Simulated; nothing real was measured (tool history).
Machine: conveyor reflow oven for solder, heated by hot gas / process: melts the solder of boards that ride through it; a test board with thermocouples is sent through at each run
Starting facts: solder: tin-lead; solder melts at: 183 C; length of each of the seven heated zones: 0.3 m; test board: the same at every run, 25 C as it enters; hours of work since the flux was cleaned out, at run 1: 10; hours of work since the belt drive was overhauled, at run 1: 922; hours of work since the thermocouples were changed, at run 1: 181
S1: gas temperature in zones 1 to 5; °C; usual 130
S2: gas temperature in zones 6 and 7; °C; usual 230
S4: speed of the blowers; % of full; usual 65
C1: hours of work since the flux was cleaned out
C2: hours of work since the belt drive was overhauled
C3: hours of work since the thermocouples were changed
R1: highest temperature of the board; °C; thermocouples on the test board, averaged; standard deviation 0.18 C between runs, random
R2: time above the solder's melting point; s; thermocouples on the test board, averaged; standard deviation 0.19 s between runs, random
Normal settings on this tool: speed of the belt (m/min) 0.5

run 1 day=0 | S1=130 S2=230 speed_of_the_belt_(m/min)=0.5 S4=65 | C1=10 C2=922 C3=181 | R1=210.8 R2=46.9
run 2 day=1.225 | S1=130 S2=230 speed_of_the_belt_(m/min)=0.5 S4=65 | C1=30 C2=941 C3=201 | R1=211.3 R2=46.5
run 3 day=2.779 | S1=130 S2=230 speed_of_the_belt_(m/min)=0.5 S4=65 | C1=55 C2=966 C3=226 | R1=211.1 R2=46.9
-- day=4.483 belt drive overhauled, speed set with a stopwatch
run 4 day=5.012 | S1=144 S2=230 speed_of_the_belt_(m/min)=0.5 S4=65 | C1=88 C2=9 C3=259 | R1=212.4 R2=52.1
run 5 day=6.942 | S1=130 S2=230 speed_of_the_belt_(m/min)=0.522 S4=65 | C1=119 C2=40 C3=290 | R1=207.6 R2=40.5
run 6 day=8.583 | S1=130 S2=230 speed_of_the_belt_(m/min)=0.522 S4=65 | C1=146 C2=66 C3=316 | R1=207.7 R2=40.6
run 7 day=10.8 | S1=130 S2=234 speed_of_the_belt_(m/min)=0.5 S4=65 | C1=181 C2=102 C3=352 | R1=212.2 R2=46.8
-- day=11.996 flux residue cleaned out of gas plates and filters
run 8 day=13.375 | S1=130 S2=230 speed_of_the_belt_(m/min)=0.436 S4=65 | C1=22 C2=140 C3=390 | R1=214.8 R2=57.5
run 9 day=14.592 | S1=130 S2=230 speed_of_the_belt_(m/min)=0.436 S4=65 | C1=42 C2=159 C3=409 | R1=214.4 R2=57.1
run 10 day=16.896 | S1=130 S2=230 speed_of_the_belt_(m/min)=0.5 S4=80 | C1=79 C2=196 C3=446 | R1=213.7 R2=49.6
run 11 day=18.838 | S1=139 S2=225 speed_of_the_belt_(m/min)=0.578 S4=72 | C1=110 C2=227 C3=478 | R1=204.3 R2=35.6
run 12 day=20.896 | S1=130 S2=230 speed_of_the_belt_(m/min)=0.427 S4=65 | C1=143 C2=260 C3=511 | R1=214.4 R2=58.2
run 13 day=23.071 | S1=130 S2=230 speed_of_the_belt_(m/min)=0.553 S4=60 | C1=178 C2=295 C3=546 | R1=202.6 R2=32.6
-- day=24.133 thermocouples of zones 6 and 7 changed
-- day=24.571 flux residue cleaned out of gas plates and filters
run 14 day=24.775 | S1=139 S2=237 speed_of_the_belt_(m/min)=0.552 S4=88 | C1=3 C2=318 C3=7 | R1=220.8 R2=51.7
run 15 day=26.504 | S1=128 S2=224 speed_of_the_belt_(m/min)=0.552 S4=54 | C1=31 C2=346 C3=35 | R1=195.9 R2=23.4
run 16 day=28.196 | S1=128 S2=224 speed_of_the_belt_(m/min)=0.552 S4=54 | C1=58 C2=373 C3=62 | R1=195.8 R2=23.2
run 17 day=29.871 | S1=135 S2=230 speed_of_the_belt_(m/min)=0.5 S4=51 | C1=85 C2=400 C3=89 | R1=204.5 R2=39.7
run 18 day=31.146 | S1=117 S2=230 speed_of_the_belt_(m/min)=0.497 S4=64 | C1=106 C2=421 C3=109 | R1=206 R2=38

Hidden state or all else? Some run-to-run changes of R1, split into what the settings, what came in and random variation would give without the hidden state, and what is left for the hidden state (with any gauge scatter that isn't in both results):
Unlogged tool condition in this case: heat that the gas passes to the board, % of a clean oven's; belt's true speed, % of the reading; true gas temperature in zones 6 and 7 over the reading, C; drift of the gauge itself on peak_c, C; drift of the gauge itself on liquid_s, %.
Run 7 -> 8: S2 234 -> 230, speed of the belt (m/min) 0.5 -> 0.436, flux residue cleaned out of gas plates and filters. R1 +2.6 °C: hidden state +1.1, all else +1.5.
Run 14 -> 15: S1 139 -> 128, S2 237 -> 224, S4 88 -> 54. R1 -24.9 °C: hidden state +0.1, all else -25.
